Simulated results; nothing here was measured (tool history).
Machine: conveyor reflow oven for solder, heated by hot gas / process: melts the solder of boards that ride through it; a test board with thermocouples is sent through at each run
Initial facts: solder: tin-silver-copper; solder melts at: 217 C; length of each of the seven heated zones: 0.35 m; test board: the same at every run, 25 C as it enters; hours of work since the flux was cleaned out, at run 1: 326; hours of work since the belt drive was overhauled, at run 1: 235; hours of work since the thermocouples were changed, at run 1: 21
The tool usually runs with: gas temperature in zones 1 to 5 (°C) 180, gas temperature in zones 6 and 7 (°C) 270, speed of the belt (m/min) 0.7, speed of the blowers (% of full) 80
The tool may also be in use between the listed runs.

run	day	gas temperature in zones 1 to 5 (°C)	gas temperature in zones 6 and 7 (°C)	speed of the belt (m/min)	speed of the blowers (% of full)	hours of work since the flux was cleaned out	hours of work since the belt drive was overhauled	hours of work since the thermocouples were changed	highest temperature of the board (°C)	time above the solder's melting point (s)
1	0	180	270	0.7	80	326	235	21	255.5	48.4
2	0.95	180	270	0.7	80	338	247	33	255.2	48.3
3	1.692	180	270	0.7	80	347	256	42	255.1	48.2
4	2.179	190	270	0.7	80	353	263	48	256.1	52.2
5	2.85	190	270	0.7	80	361	271	56	256.7	52.2
6	3.625	180	270	0.697	80	371	281	66	255.1	48.6
7	4.738	180	270	0.697	80	385	295	80	255.4	48.1
8	5.829	180	270	0.697	54	399	308	94	249.6	44.1
9	6.796	180	270	0.697	54	411	320	106	249	44.1
10	7.533	180	270	0.697	54	420	329	115	249.2	43.7
11	8.254	180	270	0.697	54	429	338	124	249.6	44
12	9.346	180	270	0.697	54	443	352	137	249	43.5
13	10.021	180	269	0.697	54	451	361	146	247.8	43.3
14	11.05	180	270	0.7	55	464	373	159	249.1	43.4
15	11.625	180	270	0.7	55	471	381	166	248.6	43.6
16	12.538	180	270	0.7	55	483	392	177	248.6	43.3
# day 13.204: flux residue cleaned out of gas plates and filters
17	13.704	180	270	0.7	55	6	404	189	252.4	46.5
18	14.767	191	280	0.74	80	20	417	203	266.6	53.8
19	15.658	191	280	0.74	80	31	428	214	266.4	53.6
20	16.475	191	280	0.74	80	41	439	224	266.4	53.5
21	17.412	191	272	0.745	62	53	450	236	255.7	48.8
22	18.138	176	272	0.745	66	62	459	245	253.5	43.2
23	19.15	176	272	0.745	66	74	472	257	253.7	42.7
24	19.8	186	267	0.745	76	82	480	265	252.7	45.9
25	20.479	186	267	0.745	76	91	489	274	252.6	46
26	21.375	190	264	0.606	72	102	500	285	255.2	60.5
27	22.483	192	264	0.674	72	116	514	299	252.5	53.6
28	23.567	178	264	0.7	80	129	527	313	250.5	45.9
29	24.033	179	270	0.582	80	135	533	318	260.8	62.2
30	24.621	180	270	0.608	80	143	540	326	259.9	59.3
31	25.65	180	270	0.662	69	155	553	339	255.5	51.8
32	26.721	178	281	0.651	58	169	567	352	263.1	55.3

Describe how what the log doesn't record of the tool's condition differs between the last listed run preceding each entry between runs and the first listed run following it.
After run 16, before run 17: flux residue cleaned out of gas plates and filters (day 13.204)
  heat that the gas passes to the board, % of a clean oven's: 83.5 -> 99.6; belt's true speed, % of the reading: 99.71 -> 99.7; true gas temperature in zones 6 and 7 over the reading, C: -0.51 -> -0.55
  measured value less the no-hidden-state value, highest temperature of the board (°C): -4.1 -> -0.4; time above the solder's melting point (s): -3.2 -> -0.1
